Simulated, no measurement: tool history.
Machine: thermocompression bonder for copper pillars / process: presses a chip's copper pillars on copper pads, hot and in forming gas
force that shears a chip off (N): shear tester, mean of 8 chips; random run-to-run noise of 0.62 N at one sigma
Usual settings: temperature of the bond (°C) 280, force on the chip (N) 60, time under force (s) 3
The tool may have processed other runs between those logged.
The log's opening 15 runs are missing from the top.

| run | day | temperature of the bond (°C) | force on the chip (N) | time under force (s) | force that shears a chip off (N) |
|---|---|---|---|---|---|
| 16 | 16.225 | 296 | 60 | 3 | 47.6 |
| 17 | 17.446 | 280 | 60 | 2 | 30.2 |
| 18 | 18.204 | 280 | 60 | 7 | 49.5 |
| 19 | 19.383 | 300 | 60 | 7 | 61.9 |
| 20 | 20.683 | 300 | 60 | 7 | 62.3 |
| 21 | 21.567 | 300 | 60 | 7 | 62.6 |
| 22 | 22.946 | 300 | 39 | 3 | 33.1 |
| 23 | 23.783 | 280 | 60 | 4 | 37.9 |
| 24 | 25.238 | 280 | 60 | 4 | 39.6 |
| 25 | 26.104 | 280 | 60 | 4 | 39.1 |
| 26 | 26.929 | 280 | 60 | 4 | 38.3 |
| 27 | 27.708 | 272 | 41 | 4 | 24.2 |
| 28 | 28.971 | 272 | 65 | 3 | 31.7 |
| 29 | 30.254 | 272 | 65 | 3 | 31.7 |
|  | 30.475 | forming gas filter changed |
| 30 | 31.371 | 300 | 40 | 3 | 35.7 |
| 31 | 32.354 | 307 | 82 | 2 | 58.8 |
| 32 | 33.612 | 280 | 88 | 8 | 66.8 |
| 33 | 34.446 | 299 | 88 | 3 | 62.3 |
| 34 | 35.758 | 301 | 37 | 5 | 42.9 |
| 35 | 37.071 | 251 | 60 | 9 | 35.4 |
| 36 | 37.912 | 295 | 60 | 5 | 54 |
| 37 | 39.033 | 280 | 39 | 3 | 24.9 |
| 38 | 40.396 | 280 | 39 | 3 | 24.3 |
| 39 | 41.367 | 286 | 45 | 2 | 26.1 |

Consider 5 possible next runs. They are alternatives, not a sequence: every one starts from the tool as it was left by run 39. What does each give?
| A | 42.712 | 299 | 44 | 4 | ? |
| B | 42.712 | 297 | 46 | 6 | ? |
| C | 42.712 | 290 | 67 | 5 | ? |
| D | 42.712 | 271 | 65 | 3 | ? |
| E | 42.712 | 276 | 45 | 2 | ? |

| run | force that shears a chip off (N) |
|---|---|
| A | 40.3 |
| B | 47.5 |
| C | 53.7 |
| D | 32.3 |
| E | 22.4 |
Take away the tool's hidden state, keep each run's random variation, and the runs would have read:
| run | force that shears a chip off (N) |
|---|---|
| A | 41.5 |
| B | 49 |
| C | 55.5 |
| D | 33.4 |
| E | 23.1 |
